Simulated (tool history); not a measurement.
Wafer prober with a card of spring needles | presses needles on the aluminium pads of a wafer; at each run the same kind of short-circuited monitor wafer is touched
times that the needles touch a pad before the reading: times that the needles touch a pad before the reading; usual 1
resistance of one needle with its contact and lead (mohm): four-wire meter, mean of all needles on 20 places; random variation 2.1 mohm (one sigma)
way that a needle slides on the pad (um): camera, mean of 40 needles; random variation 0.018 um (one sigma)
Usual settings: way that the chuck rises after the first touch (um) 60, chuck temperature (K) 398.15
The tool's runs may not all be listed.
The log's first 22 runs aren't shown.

run,hour,way that the chuck rises after the first touch (um),chuck temperature (K),times that the needles touch a pad before the reading,resistance of one needle with its contact and lead (mohm),way that a needle slides on the pad (um)
# hour 168.7: tips cleaned on abrasive film
23,175.8,60,317.15,2,211,8.69
# hour 176.6: tips cleaned on abrasive film
24,180.5,44,310.15,3,219,6.35
# hour 184.7: tips cleaned on abrasive film
25,189.9,61,398.15,1,230,8.84
# hour 192.5: tips cleaned on abrasive film
26,196,80,363.15,2,217,11.57
# hour 200.4: tips cleaned on abrasive film
27,204.8,80,363.15,2,215,11.57
# hour 207.9: tips cleaned on abrasive film
28,215,80,363.15,2,217,11.59
# hour 215.7: tips cleaned on abrasive film
# hour 223.4: tips cleaned on abrasive film
29,225.3,80,363.15,2,215,11.59
# hour 231.1: tips cleaned on abrasive film
30,232.7,78,324.15,2,210,11.34
# hour 234.4: height of the first contact set anew
# hour 239: tips cleaned on abrasive film
31,240.6,51,347.15,2,222,7.38
32,245.5,51,347.15,2,223,7.38

Forecast each of these 5 alternatives for the next run:
# hour 247.4: tips cleaned on abrasive film
A,249.8,42,347.15,3,?,?
# hour 247.4: tips cleaned on abrasive film
B,249.8,47,306.15,1,?,?
# hour 247.4: tips cleaned on abrasive film
C,249.8,50,313.15,2,?,?
# hour 247.4: tips cleaned on abrasive film
D,249.8,42,315.15,3,?,?
# hour 247.4: tips cleaned on abrasive film
E,249.8,42,347.15,2,?,?

run,resistance of one needle with its contact and lead (mohm),way that a needle slides on the pad (um)
A,230,6.09
B,216,6.78
C,216,7.27
D,222,6.11
E,230,6.07
Without the tool's hidden state the same runs would have given:
run,resistance of one needle with its contact and lead (mohm),way that a needle slides on the pad (um)
A,229,6.09
B,216,6.78
C,216,7.27
D,222,6.11
E,229,6.07

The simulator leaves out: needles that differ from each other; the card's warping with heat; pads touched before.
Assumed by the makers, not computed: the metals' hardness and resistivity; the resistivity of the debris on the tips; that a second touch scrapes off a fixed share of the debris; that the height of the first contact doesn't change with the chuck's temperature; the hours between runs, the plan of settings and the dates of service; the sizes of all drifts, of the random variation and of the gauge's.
